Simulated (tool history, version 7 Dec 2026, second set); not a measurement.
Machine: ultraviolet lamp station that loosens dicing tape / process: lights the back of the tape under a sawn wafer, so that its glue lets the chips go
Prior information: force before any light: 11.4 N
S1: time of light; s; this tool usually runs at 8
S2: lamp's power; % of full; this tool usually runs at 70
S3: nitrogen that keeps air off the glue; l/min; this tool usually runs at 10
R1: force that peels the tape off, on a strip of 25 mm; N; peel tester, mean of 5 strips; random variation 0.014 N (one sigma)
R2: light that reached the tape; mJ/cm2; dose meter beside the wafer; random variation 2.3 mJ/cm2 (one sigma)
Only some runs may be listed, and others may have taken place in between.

{"run": 1, "day": 0.0, "S1": 8, "S2": 70, "S3": 10, "R1": 0.988, "R2": 192}
{"run": 2, "day": 1.092, "S1": 8, "S2": 70, "S3": 10, "R1": 1.011, "R2": 190}
{"run": 3, "day": 1.796, "S1": 8, "S2": 70, "S3": 10, "R1": 1.063, "R2": 188}
{"run": 4, "day": 2.283, "S1": 8, "S2": 61, "S3": 10, "R1": 1.417, "R2": 164}
{"run": 5, "day": 2.825, "S1": 8, "S2": 70, "S3": 10, "R1": 1.083, "R2": 185}
{"run": 6, "day": 3.858, "S1": 8, "S2": 70, "S3": 10, "R1": 1.114, "R2": 188}
{"run": 7, "day": 4.792, "S1": 8, "S2": 70, "S3": 10, "R1": 1.091, "R2": 178}
{"run": 8, "day": 5.617, "S1": 8, "S2": 70, "S3": 10, "R1": 1.14, "R2": 181}
{"run": 9, "day": 6.262, "S1": 8, "S2": 70, "S3": 10, "R1": 1.182, "R2": 180}
{"run": 10, "day": 6.871, "S1": 5, "S2": 70, "S3": 10, "R1": 2.727, "R2": 107}
{"run": 11, "day": 7.688, "S1": 5, "S2": 70, "S3": 10, "R1": 2.659, "R2": 111}
{"run": 12, "day": 8.4, "S1": 8, "S2": 70, "S3": 10, "R1": 1.211, "R2": 173}
{"run": 13, "day": 8.888, "S1": 12, "S2": 63, "S3": 11, "R1": 0.559, "R2": 237}
{"run": 14, "day": 9.604, "S1": 4, "S2": 62, "S3": 4, "R1": 5.194, "R2": 76}
{"run": 15, "day": 10.358, "S1": 4, "S2": 65, "S3": 4, "R1": 5.027, "R2": 79}
{"day": 11.167, "done": "window cleaned of glue's vapour"}
{"run": 16, "day": 11.321, "S1": 10, "S2": 70, "S3": 10, "R1": 0.524, "R2": 255}
{"run": 17, "day": 12.342, "S1": 10, "S2": 70, "S3": 10, "R1": 0.545, "R2": 255}
{"run": 18, "day": 12.833, "S1": 10, "S2": 70, "S3": 10, "R1": 0.54, "R2": 254}
{"run": 19, "day": 13.908, "S1": 8, "S2": 60, "S3": 10, "R1": 1.316, "R2": 172}

For run 20, what comes out?
{"run": 20, "day": 14.771, "S1": 9, "S2": 70, "S3": 17, "R1": "?", "R2": "?"}

R1: 0.534 N
R2: 223 mJ/cm2
With the hidden condition absent and the run-to-run variation left alone, this run would have shown R1 0.367 N, R2 259 mJ/cm2.
